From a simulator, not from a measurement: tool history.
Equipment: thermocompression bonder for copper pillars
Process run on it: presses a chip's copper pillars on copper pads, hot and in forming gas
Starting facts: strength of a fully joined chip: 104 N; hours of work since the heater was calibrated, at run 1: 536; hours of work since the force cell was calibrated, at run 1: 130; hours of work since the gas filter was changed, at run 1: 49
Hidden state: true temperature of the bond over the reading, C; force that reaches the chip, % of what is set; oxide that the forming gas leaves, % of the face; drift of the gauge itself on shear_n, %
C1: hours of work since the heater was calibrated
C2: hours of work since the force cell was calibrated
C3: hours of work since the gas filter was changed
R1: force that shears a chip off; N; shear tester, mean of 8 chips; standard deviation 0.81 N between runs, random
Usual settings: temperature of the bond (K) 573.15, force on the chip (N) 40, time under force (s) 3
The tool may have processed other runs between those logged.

run 1 day=0 | temperature_of_the_bond_(K)=573.15 force_on_the_chip_(N)=40 time_under_force_(s)=3 | C1=536 C2=130 C3=49 | R1=70.8
run 2 day=0.379 | temperature_of_the_bond_(K)=573.15 force_on_the_chip_(N)=40 time_under_force_(s)=3 | C1=542 C2=135 C3=54 | R1=73.1
run 3 day=0.7 | temperature_of_the_bond_(K)=573.15 force_on_the_chip_(N)=40 time_under_force_(s)=4 | C1=546 C2=139 C3=58 | R1=77.5
run 4 day=0.992 | temperature_of_the_bond_(K)=573.15 force_on_the_chip_(N)=40 time_under_force_(s)=4 | C1=550 C2=143 C3=62 | R1=76.9
run 5 day=1.467 | temperature_of_the_bond_(K)=573.15 force_on_the_chip_(N)=40 time_under_force_(s)=4 | C1=557 C2=150 C3=69 | R1=76.7
run 6 day=1.85 | temperature_of_the_bond_(K)=573.15 force_on_the_chip_(N)=40 time_under_force_(s)=3 | C1=562 C2=155 C3=74 | R1=71.3
run 7 day=2.375 | temperature_of_the_bond_(K)=573.15 force_on_the_chip_(N)=40 time_under_force_(s)=3 | C1=570 C2=163 C3=82 | R1=71.8
run 8 day=2.671 | temperature_of_the_bond_(K)=573.15 force_on_the_chip_(N)=40 time_under_force_(s)=3 | C1=574 C2=167 C3=86 | R1=72.3
run 9 day=3.208 | temperature_of_the_bond_(K)=573.15 force_on_the_chip_(N)=40 time_under_force_(s)=3 | C1=581 C2=174 C3=93 | R1=71.3
run 10 day=3.688 | temperature_of_the_bond_(K)=573.15 force_on_the_chip_(N)=40 time_under_force_(s)=3 | C1=588 C2=181 C3=100 | R1=72.6
run 11 day=4.088 | temperature_of_the_bond_(K)=576.15 force_on_the_chip_(N)=40 time_under_force_(s)=3 | C1=593 C2=186 C3=106 | R1=73.7
run 12 day=4.588 | temperature_of_the_bond_(K)=576.15 force_on_the_chip_(N)=40 time_under_force_(s)=3 | C1=600 C2=193 C3=112 | R1=75.7
run 13 day=4.971 | temperature_of_the_bond_(K)=573.15 force_on_the_chip_(N)=40 time_under_force_(s)=3 | C1=606 C2=199 C3=118 | R1=72.6
run 14 day=5.383 | temperature_of_the_bond_(K)=573.15 force_on_the_chip_(N)=30 time_under_force_(s)=3 | C1=611 C2=204 C3=124 | R1=55
run 15 day=5.662 | temperature_of_the_bond_(K)=544.15 force_on_the_chip_(N)=40 time_under_force_(s)=3 | C1=615 C2=208 C3=127 | R1=52.4
run 16 day=5.954 | temperature_of_the_bond_(K)=573.15 force_on_the_chip_(N)=40 time_under_force_(s)=3 | C1=619 C2=212 C3=132 | R1=72.4
run 17 day=6.258 | temperature_of_the_bond_(K)=573.15 force_on_the_chip_(N)=40 time_under_force_(s)=3 | C1=624 C2=217 C3=136 | R1=71.9
run 18 day=6.562 | temperature_of_the_bond_(K)=573.15 force_on_the_chip_(N)=40 time_under_force_(s)=3 | C1=628 C2=221 C3=140 | R1=73.1
run 19 day=7.008 | temperature_of_the_bond_(K)=573.15 force_on_the_chip_(N)=30 time_under_force_(s)=3 | C1=634 C2=227 C3=146 | R1=55.5
run 20 day=7.479 | temperature_of_the_bond_(K)=573.15 force_on_the_chip_(N)=30 time_under_force_(s)=3 | C1=641 C2=234 C3=153 | R1=56.3
run 21 day=7.804 | temperature_of_the_bond_(K)=573.15 force_on_the_chip_(N)=30 time_under_force_(s)=3 | C1=645 C2=238 C3=157 | R1=54.5
run 22 day=8.196 | temperature_of_the_bond_(K)=552.15 force_on_the_chip_(N)=30 time_under_force_(s)=6 | C1=651 C2=244 C3=163 | R1=55.5
-- day=8.533 forming gas filter changed
run 23 day=8.629 | temperature_of_the_bond_(K)=552.15 force_on_the_chip_(N)=30 time_under_force_(s)=6 | C1=656 C2=249 C3=1 | R1=56.3
run 24 day=9.15 | temperature_of_the_bond_(K)=552.15 force_on_the_chip_(N)=30 time_under_force_(s)=6 | C1=664 C2=257 C3=9 | R1=55.6
run 25 day=9.392 | temperature_of_the_bond_(K)=573.15 force_on_the_chip_(N)=43 time_under_force_(s)=4 | C1=667 C2=260 C3=12 | R1=81.5
run 26 day=9.804 | temperature_of_the_bond_(K)=575.15 force_on_the_chip_(N)=47 time_under_force_(s)=8 | C1=673 C2=266 C3=18 | R1=95.8
run 27 day=10.112 | temperature_of_the_bond_(K)=575.15 force_on_the_chip_(N)=47 time_under_force_(s)=8 | C1=677 C2=270 C3=22 | R1=96.5
run 28 day=10.458 | temperature_of_the_bond_(K)=573.15 force_on_the_chip_(N)=47 time_under_force_(s)=3 | C1=682 C2=275 C3=27 | R1=81
run 29 day=10.929 | temperature_of_the_bond_(K)=573.15 force_on_the_chip_(N)=47 time_under_force_(s)=3 | C1=688 C2=281 C3=33 | R1=80.2
run 30 day=11.233 | temperature_of_the_bond_(K)=562.15 force_on_the_chip_(N)=40 time_under_force_(s)=3 | C1=693 C2=286 C3=38 | R1=66.1
run 31 day=11.596 | temperature_of_the_bond_(K)=562.15 force_on_the_chip_(N)=40 time_under_force_(s)=3 | C1=698 C2=291 C3=43 | R1=65.4
run 32 day=11.912 | temperature_of_the_bond_(K)=558.15 force_on_the_chip_(N)=40 time_under_force_(s)=3 | C1=702 C2=295 C3=47 | R1=62.5
run 33 day=12.162 | temperature_of_the_bond_(K)=579.15 force_on_the_chip_(N)=40 time_under_force_(s)=3 | C1=705 C2=299 C3=51 | R1=77
run 34 day=12.392 | temperature_of_the_bond_(K)=557.15 force_on_the_chip_(N)=34 time_under_force_(s)=4 | C1=709 C2=302 C3=54 | R1=58.1
run 35 day=12.883 | temperature_of_the_bond_(K)=588.15 force_on_the_chip_(N)=34 time_under_force_(s)=2 | C1=715 C2=309 C3=61 | R1=64
run 36 day=13.271 | temperature_of_the_bond_(K)=586.15 force_on_the_chip_(N)=40 time_under_force_(s)=4 | C1=721 C2=314 C3=66 | R1=85
run 37 day=13.667 | temperature_of_the_bond_(K)=559.15 force_on_the_chip_(N)=32 time_under_force_(s)=2 | C1=726 C2=319 C3=71 | R1=43.9
run 38 day=13.954 | temperature_of_the_bond_(K)=589.15 force_on_the_chip_(N)=55 time_under_force_(s)=3 | C1=730 C2=323 C3=75 | R1=94.9
run 39 day=14.212 | temperature_of_the_bond_(K)=581.15 force_on_the_chip_(N)=51 time_under_force_(s)=2 | C1=734 C2=327 C3=79 | R1=81.9
run 40 day=14.571 | temperature_of_the_bond_(K)=582.15 force_on_the_chip_(N)=51 time_under_force_(s)=2 | C1=739 C2=332 C3=84 | R1=83
run 41 day=14.829 | temperature_of_the_bond_(K)=557.15 force_on_the_chip_(N)=28 time_under_force_(s)=2 | C1=742 C2=336 C3=88 | R1=36.8

Below are 3 alternative next runs, each starting from the tool's condition after run 41. Predict each:
run A day=15.388 | temperature_of_the_bond_(K)=551.15 force_on_the_chip_(N)=26 time_under_force_(s)=2 | C1=750 C2=343 C3=95 | R1=?
run B day=15.388 | temperature_of_the_bond_(K)=556.15 force_on_the_chip_(N)=28 time_under_force_(s)=3 | C1=750 C2=343 C3=95 | R1=?
run C day=15.388 | temperature_of_the_bond_(K)=557.15 force_on_the_chip_(N)=28 time_under_force_(s)=3 | C1=750 C2=343 C3=95 | R1=?

run=A R1=31.3
run=B R1=43.1
run=C R1=43.2
Stripped of hidden state, with their random variation kept, the same runs would have yielded:
run=A R1=31.4
run=B R1=43.3
run=C R1=43.4

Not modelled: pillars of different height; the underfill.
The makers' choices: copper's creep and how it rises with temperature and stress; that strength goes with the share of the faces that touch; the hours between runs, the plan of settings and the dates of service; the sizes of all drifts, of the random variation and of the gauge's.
